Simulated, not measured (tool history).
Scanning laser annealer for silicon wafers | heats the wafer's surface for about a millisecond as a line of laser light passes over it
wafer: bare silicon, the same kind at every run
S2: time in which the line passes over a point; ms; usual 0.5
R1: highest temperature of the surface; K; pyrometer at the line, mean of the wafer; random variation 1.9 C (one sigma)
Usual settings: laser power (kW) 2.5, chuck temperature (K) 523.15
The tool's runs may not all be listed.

{"run": 1, "hour": 0.0, "laser power (kW)": 2.5, "S2": 0.5, "chuck temperature (K)": 523.15, "R1": 1360.15}
{"run": 2, "hour": 54.2, "laser power (kW)": 2.5, "S2": 0.5, "chuck temperature (K)": 523.15, "R1": 1358.15}
{"run": 3, "hour": 100.8, "laser power (kW)": 2.5, "S2": 0.5, "chuck temperature (K)": 523.15, "R1": 1358.15}
{"run": 4, "hour": 148.2, "laser power (kW)": 2.5, "S2": 0.5, "chuck temperature (K)": 523.15, "R1": 1361.15}
{"run": 5, "hour": 196.1, "laser power (kW)": 2.5, "S2": 0.5, "chuck temperature (K)": 523.15, "R1": 1358.15}
{"run": 6, "hour": 259.1, "laser power (kW)": 2.5, "S2": 0.595, "chuck temperature (K)": 523.15, "R1": 1431.15}
{"run": 7, "hour": 307.9, "laser power (kW)": 2.5, "S2": 0.478, "chuck temperature (K)": 523.15, "R1": 1339.15}
{"run": 8, "hour": 353.9, "laser power (kW)": 2.5, "S2": 0.5, "chuck temperature (K)": 523.15, "R1": 1360.15}
{"run": 9, "hour": 431.3, "laser power (kW)": 2.656, "S2": 0.5, "chuck temperature (K)": 523.15, "R1": 1410.15}
{"run": 10, "hour": 486.6, "laser power (kW)": 2.656, "S2": 0.5, "chuck temperature (K)": 523.15, "R1": 1408.15}
{"run": 11, "hour": 523.9, "laser power (kW)": 2.45, "S2": 0.5, "chuck temperature (K)": 523.15, "R1": 1338.15}
{"run": 12, "hour": 588.5, "laser power (kW)": 2.5, "S2": 0.5, "chuck temperature (K)": 505.15, "R1": 1342.15}
{"run": 13, "hour": 627.5, "laser power (kW)": 2.5, "S2": 0.5, "chuck temperature (K)": 523.15, "R1": 1361.15}
{"run": 14, "hour": 710.2, "laser power (kW)": 2.5, "S2": 0.5, "chuck temperature (K)": 523.15, "R1": 1357.15}
{"run": 15, "hour": 769.2, "laser power (kW)": 2.5, "S2": 0.376, "chuck temperature (K)": 523.15, "R1": 1250.15}
{"run": 16, "hour": 826.5, "laser power (kW)": 2.5, "S2": 0.5, "chuck temperature (K)": 523.15, "R1": 1359.15}
{"hour": 845.6, "done": "window over the wafer cleaned"}
{"run": 17, "hour": 890.1, "laser power (kW)": 2.5, "S2": 0.5, "chuck temperature (K)": 523.15, "R1": 1356.15}
{"run": 18, "hour": 944.4, "laser power (kW)": 2.5, "S2": 0.5, "chuck temperature (K)": 492.15, "R1": 1329.15}
{"run": 19, "hour": 989.4, "laser power (kW)": 2.5, "S2": 0.5, "chuck temperature (K)": 492.15, "R1": 1329.15}
{"run": 20, "hour": 1036.6, "laser power (kW)": 2.5, "S2": 0.598, "chuck temperature (K)": 511.15, "R1": 1421.15}
{"run": 21, "hour": 1122.0, "laser power (kW)": 2.5, "S2": 0.598, "chuck temperature (K)": 511.15, "R1": 1415.15}
{"run": 22, "hour": 1195.6, "laser power (kW)": 2.5, "S2": 0.598, "chuck temperature (K)": 511.15, "R1": 1420.15}
{"run": 23, "hour": 1231.8, "laser power (kW)": 2.567, "S2": 0.5, "chuck temperature (K)": 513.15, "R1": 1373.15}
{"run": 24, "hour": 1298.5, "laser power (kW)": 2.567, "S2": 0.5, "chuck temperature (K)": 513.15, "R1": 1368.15}
{"run": 25, "hour": 1352.8, "laser power (kW)": 2.336, "S2": 0.469, "chuck temperature (K)": 523.15, "R1": 1282.15}
{"run": 26, "hour": 1431.0, "laser power (kW)": 2.15, "S2": 0.536, "chuck temperature (K)": 556.15, "R1": 1299.15}
{"run": 27, "hour": 1490.1, "laser power (kW)": 2.614, "S2": 0.481, "chuck temperature (K)": 487.15, "R1": 1341.15}
{"run": 28, "hour": 1550.2, "laser power (kW)": 2.255, "S2": 0.5, "chuck temperature (K)": 531.15, "R1": 1285.15}
{"run": 29, "hour": 1612.9, "laser power (kW)": 2.468, "S2": 0.473, "chuck temperature (K)": 523.15, "R1": 1324.15}
{"run": 30, "hour": 1690.8, "laser power (kW)": 2.665, "S2": 0.527, "chuck temperature (K)": 539.15, "R1": 1454.15}
{"run": 31, "hour": 1754.0, "laser power (kW)": 2.725, "S2": 0.419, "chuck temperature (K)": 539.15, "R1": 1372.15}
{"hour": 1797.1, "done": "window over the wafer cleaned"}
{"run": 32, "hour": 1834.3, "laser power (kW)": 2.5, "S2": 0.444, "chuck temperature (K)": 523.15, "R1": 1312.15}
{"run": 33, "hour": 1879.3, "laser power (kW)": 2.5, "S2": 0.534, "chuck temperature (K)": 562.15, "R1": 1423.15}
{"run": 34, "hour": 1917.0, "laser power (kW)": 2.5, "S2": 0.534, "chuck temperature (K)": 562.15, "R1": 1424.15}
{"run": 35, "hour": 1997.7, "laser power (kW)": 2.527, "S2": 0.534, "chuck temperature (K)": 562.15, "R1": 1431.15}
{"run": 36, "hour": 2045.7, "laser power (kW)": 2.165, "S2": 0.423, "chuck temperature (K)": 528.15, "R1": 1198.15}

Forecast each of these 5 alternatives for the next run:
{"run": "A", "hour": 2089.9, "laser power (kW)": 2.165, "S2": 0.516, "chuck temperature (K)": 533.15, "R1": "?"}
{"run": "B", "hour": 2089.9, "laser power (kW)": 2.599, "S2": 0.382, "chuck temperature (K)": 528.15, "R1": "?"}
{"run": "C", "hour": 2089.9, "laser power (kW)": 2.165, "S2": 0.599, "chuck temperature (K)": 487.15, "R1": "?"}
{"run": "D", "hour": 2089.9, "laser power (kW)": 2.328, "S2": 0.579, "chuck temperature (K)": 523.15, "R1": "?"}
{"run": "E", "hour": 2089.9, "laser power (kW)": 2.568, "S2": 0.488, "chuck temperature (K)": 523.15, "R1": "?"}

run=A R1=1272.15
run=B R1=1289.15
run=C R1=1278.15
run=D R1=1359.15
run=E R1=1369.15
Without the tool's hidden state the same runs would have given:
run=A R1=1272.15
run=B R1=1289.15
run=C R1=1278.15
run=D R1=1360.15
run=E R1=1369.15
